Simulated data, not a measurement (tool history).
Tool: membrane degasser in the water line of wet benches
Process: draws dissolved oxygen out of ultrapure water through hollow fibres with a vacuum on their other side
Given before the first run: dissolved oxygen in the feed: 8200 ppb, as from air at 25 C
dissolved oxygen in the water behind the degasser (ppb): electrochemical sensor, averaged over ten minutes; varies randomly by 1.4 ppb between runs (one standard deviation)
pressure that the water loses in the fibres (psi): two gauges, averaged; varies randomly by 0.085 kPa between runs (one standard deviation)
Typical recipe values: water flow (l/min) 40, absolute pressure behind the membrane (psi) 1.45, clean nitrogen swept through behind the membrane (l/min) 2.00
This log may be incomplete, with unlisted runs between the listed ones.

run,hour,water flow (l/min),absolute pressure behind the membrane (psi),clean nitrogen swept through behind the membrane (l/min),dissolved oxygen in the water behind the degasser (ppb),pressure that the water loses in the fibres (psi)
1,0.0,40,1.45,2.00,409.7,5.018
2,95.1,40,1.45,2.00,410.0,4.994
3,238.1,40,1.45,2.00,412.1,4.975
# hour 281.9: vacuum gauge calibrated
4,327.0,40,1.45,2.00,407.0,4.985
5,447.3,40,1.45,2.00,409.4,5.014
6,594.5,50,1.45,2.00,543.2,6.240
7,736.2,50,1.45,2.00,542.7,6.235
8,799.9,50,1.45,2.00,546.0,6.228
9,876.3,50,1.45,2.00,544.2,6.267
10,1000.4,61,1.45,2.00,697.9,7.616
11,1096.8,40,1.45,2.00,410.1,4.998
12,1163.0,40,1.45,2.00,410.8,5.010
13,1264.5,40,1.45,2.00,414.6,4.998
14,1407.4,40,1.45,1.31,529.9,5.007
15,1533.1,40,1.45,1.31,534.2,5.021
16,1659.6,40,1.45,1.31,536.9,5.023
17,1803.3,40,1.45,1.31,535.6,5.002
18,1953.7,25,1.31,2.61,166.3,3.131
19,2102.4,45,2.57,1.34,1052.9,5.633
20,2218.5,35,2.57,0.82,1167.9,4.380
21,2328.7,37,1.15,2.00,295.0,4.630
22,2460.7,30,1.52,2.00,302.4,3.774
23,2575.5,30,2.90,2.00,600.9,3.745
24,2643.8,30,2.90,2.00,603.2,3.783
25,2765.5,34,2.70,2.00,636.6,4.268
26,2842.0,28,2.34,2.98,329.1,3.520
27,2908.3,28,2.34,2.98,327.5,3.511
28,3028.9,28,2.34,2.98,329.3,3.520
29,3174.1,43,1.83,3.87,382.2,5.395
# hour 3311.3: vacuum gauge calibrated
30,3311.3,43,1.83,3.87,384.3,5.411
31,3449.6,33,1.83,4.04,258.3,4.155
32,3592.5,47,2.13,0.93,1151.8,5.933
33,3710.5,39,2.13,5.92,296.8,4.912

Below, some changes in dissolved oxygen in the water behind the degasser (ppb) between adjacent runs. For each, the amount present without the hidden state too (settings, incoming material, random variation) and the amount remaining for the hidden state with gauge scatter not shared by both compared results:
What the log doesn't record here: membrane still open, %; true pressure behind the membrane over the reading, kPa; air that leaks in behind the membrane, l/min; drift of the gauge itself on oxygen_ppb, %; drift of the gauge itself on loss_of_pressure_kpa, %.
Run 10 -> 11: water flow (l/min) 61 -> 40. dissolved oxygen in the water behind the degasser (ppb) -287.8: hidden state -6.4, all else -281.4.
Run 18 -> 19: water flow (l/min) 25 -> 45, absolute pressure behind the membrane (psi) 1.31 -> 2.57, clean nitrogen swept through behind the membrane (l/min) 2.61 -> 1.34. dissolved oxygen in the water behind the degasser (ppb) +886.6: hidden state +7.4, all else +879.2.
Run 20 -> 21: water flow (l/min) 35 -> 37, absolute pressure behind the membrane (psi) 2.57 -> 1.15, clean nitrogen swept through behind the membrane (l/min) 0.82 -> 2.00. dissolved oxygen in the water behind the degasser (ppb) -872.9: hidden state +1.7, all else -874.6.
Run 28 -> 29: water flow (l/min) 28 -> 43, absolute pressure behind the membrane (psi) 2.34 -> 1.83, clean nitrogen swept through behind the membrane (l/min) 2.98 -> 3.87. dissolved oxygen in the water behind the degasser (ppb) +52.9: hidden state +6.4, all else +46.5.
Run 31 -> 32: water flow (l/min) 33 -> 47, absolute pressure behind the membrane (psi) 1.83 -> 2.13, clean nitrogen swept through behind the membrane (l/min) 4.04 -> 0.93. dissolved oxygen in the water behind the degasser (ppb) +893.5: hidden state +5.8, all else +887.7.
